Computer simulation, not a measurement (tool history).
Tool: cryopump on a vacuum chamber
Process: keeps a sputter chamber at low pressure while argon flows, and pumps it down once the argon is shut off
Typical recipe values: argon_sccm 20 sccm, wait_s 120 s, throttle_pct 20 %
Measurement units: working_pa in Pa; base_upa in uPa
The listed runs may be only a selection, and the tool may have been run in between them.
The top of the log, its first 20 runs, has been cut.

run    hour  argon_sccm  wait_s  throttle_pct  working_pa  base_upa
     1164.8  -- pump warmed up, emptied and cooled again
 21  1187.7          19      58            23      0.1451      1.34
 22  1264.2          19      58            23      0.1445      1.41
 23  1329.9          19     127            18      0.1877      1.14
 24  1373.1          16     120            37      0.0791      1.21
 25  1450.9          16     120            37      0.0809      1.28
 26  1523.4          16     120            37      0.0817      1.42
 27  1575.1          16     120            37      0.0829      1.48
 28  1645.5          28     120            20      0.2577      1.52

Estimate the outcome of run 29 from the log above:
 29  1722.6          28     120            20           ?         ?

working_pa: 0.2613 Pa
base_upa: 1.57 uPa
With no hidden state in the tool, this same run would have given working_pa 0.2429 Pa, base_upa 0.54 uPa.
